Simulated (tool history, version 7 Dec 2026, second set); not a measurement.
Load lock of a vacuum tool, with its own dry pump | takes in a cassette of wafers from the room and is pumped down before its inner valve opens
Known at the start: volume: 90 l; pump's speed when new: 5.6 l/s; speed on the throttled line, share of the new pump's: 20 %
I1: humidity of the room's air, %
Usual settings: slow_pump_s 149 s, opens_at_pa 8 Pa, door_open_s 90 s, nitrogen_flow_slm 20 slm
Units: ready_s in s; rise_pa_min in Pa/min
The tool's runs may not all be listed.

{"run": 1, "hour": 0.0, "slow_pump_s": 149, "opens_at_pa": 8, "door_open_s": 90, "nitrogen_flow_slm": 20, "I1": 44.6, "ready_s": 272.2, "rise_pa_min": 0.022}
{"run": 2, "hour": 464.1, "slow_pump_s": 149, "opens_at_pa": 8, "door_open_s": 90, "nitrogen_flow_slm": 20, "I1": 45.4, "ready_s": 275.4, "rise_pa_min": 0.031}
{"run": 3, "hour": 1022.9, "slow_pump_s": 149, "opens_at_pa": 8, "door_open_s": 90, "nitrogen_flow_slm": 20, "I1": 43.9, "ready_s": 275.1, "rise_pa_min": 0.037}
{"run": 4, "hour": 1555.9, "slow_pump_s": 149, "opens_at_pa": 8, "door_open_s": 90, "nitrogen_flow_slm": 20, "I1": 45.8, "ready_s": 278.5, "rise_pa_min": 0.041}
{"run": 5, "hour": 1856.4, "slow_pump_s": 149, "opens_at_pa": 8, "door_open_s": 90, "nitrogen_flow_slm": 6, "I1": 43.5, "ready_s": 281, "rise_pa_min": 0.054}
{"run": 6, "hour": 2361.9, "slow_pump_s": 149, "opens_at_pa": 8, "door_open_s": 68, "nitrogen_flow_slm": 6, "I1": 42.9, "ready_s": 277.2, "rise_pa_min": 0.057}
{"run": 7, "hour": 2749.4, "slow_pump_s": 149, "opens_at_pa": 8, "door_open_s": 68, "nitrogen_flow_slm": 6, "I1": 45.1, "ready_s": 283, "rise_pa_min": 0.065}
{"run": 8, "hour": 3098.0, "slow_pump_s": 149, "opens_at_pa": 8, "door_open_s": 90, "nitrogen_flow_slm": 20, "I1": 45.1, "ready_s": 281.9, "rise_pa_min": 0.058}
{"run": 9, "hour": 3692.6, "slow_pump_s": 149, "opens_at_pa": 8, "door_open_s": 90, "nitrogen_flow_slm": 20, "I1": 45.7, "ready_s": 282, "rise_pa_min": 0.072}
{"run": 10, "hour": 4111.4, "slow_pump_s": 149, "opens_at_pa": 8, "door_open_s": 90, "nitrogen_flow_slm": 20, "I1": 45.8, "ready_s": 285.1, "rise_pa_min": 0.068}
{"run": 11, "hour": 4683.1, "slow_pump_s": 149, "opens_at_pa": 8, "door_open_s": 90, "nitrogen_flow_slm": 20, "I1": 48.1, "ready_s": 287.9, "rise_pa_min": 0.082}
{"run": 12, "hour": 5034.0, "slow_pump_s": 149, "opens_at_pa": 8, "door_open_s": 90, "nitrogen_flow_slm": 20, "I1": 47.5, "ready_s": 287.6, "rise_pa_min": 0.086}
{"run": 13, "hour": 5585.6, "slow_pump_s": 149, "opens_at_pa": 8, "door_open_s": 90, "nitrogen_flow_slm": 20, "I1": 47.3, "ready_s": 289.1, "rise_pa_min": 0.099}
{"run": 14, "hour": 5896.1, "slow_pump_s": 149, "opens_at_pa": 8, "door_open_s": 90, "nitrogen_flow_slm": 4, "I1": 46, "ready_s": 290.6, "rise_pa_min": 0.114}
{"run": 15, "hour": 6279.3, "slow_pump_s": 201, "opens_at_pa": 12, "door_open_s": 104, "nitrogen_flow_slm": 22, "I1": 45.6, "ready_s": 324, "rise_pa_min": 0.105}
{"run": 16, "hour": 6607.2, "slow_pump_s": 201, "opens_at_pa": 12, "door_open_s": 104, "nitrogen_flow_slm": 22, "I1": 44.9, "ready_s": 322.2, "rise_pa_min": 0.115}
{"run": 17, "hour": 6891.1, "slow_pump_s": 201, "opens_at_pa": 12, "door_open_s": 104, "nitrogen_flow_slm": 22, "I1": 47, "ready_s": 324.9, "rise_pa_min": 0.12}
{"run": 18, "hour": 7353.5, "slow_pump_s": 124, "opens_at_pa": 7, "door_open_s": 188, "nitrogen_flow_slm": 16, "I1": 44.8, "ready_s": 281, "rise_pa_min": 0.132}
{"run": 19, "hour": 7623.2, "slow_pump_s": 124, "opens_at_pa": 7, "door_open_s": 188, "nitrogen_flow_slm": 16, "I1": 44.8, "ready_s": 278.5, "rise_pa_min": 0.14}
{"run": 20, "hour": 8068.5, "slow_pump_s": 124, "opens_at_pa": 7, "door_open_s": 188, "nitrogen_flow_slm": 16, "I1": 46.8, "ready_s": 282.3, "rise_pa_min": 0.147}
{"run": 21, "hour": 8444.1, "slow_pump_s": 124, "opens_at_pa": 7, "door_open_s": 188, "nitrogen_flow_slm": 16, "I1": 45.4, "ready_s": 281.9, "rise_pa_min": 0.151}
{"run": 22, "hour": 9026.4, "slow_pump_s": 149, "opens_at_pa": 8, "door_open_s": 52, "nitrogen_flow_slm": 27, "I1": 43.2, "ready_s": 298.5, "rise_pa_min": 0.15}
{"hour": 9300.7, "done": "dry pump taken out, an overhauled one fitted"}
{"run": 23, "hour": 9618.6, "slow_pump_s": 149, "opens_at_pa": 11, "door_open_s": 90, "nitrogen_flow_slm": 24, "I1": 43.5, "ready_s": 267, "rise_pa_min": 0.158}
{"run": 24, "hour": 9879.7, "slow_pump_s": 122, "opens_at_pa": 8, "door_open_s": 90, "nitrogen_flow_slm": 20, "I1": 47.3, "ready_s": 249.7, "rise_pa_min": 0.172}

Forecast run 25:
{"run": 25, "hour": 10462.1, "slow_pump_s": 81, "opens_at_pa": 8, "door_open_s": 90, "nitrogen_flow_slm": 10, "I1": 45.5, "ready_s": "?", "rise_pa_min": "?"}

ready_s: 220.3 s
rise_pa_min: 0.191 Pa/min
Without the tool's hidden state the same run would have given ready_s 216.8 s, rise_pa_min 0.024 Pa/min.
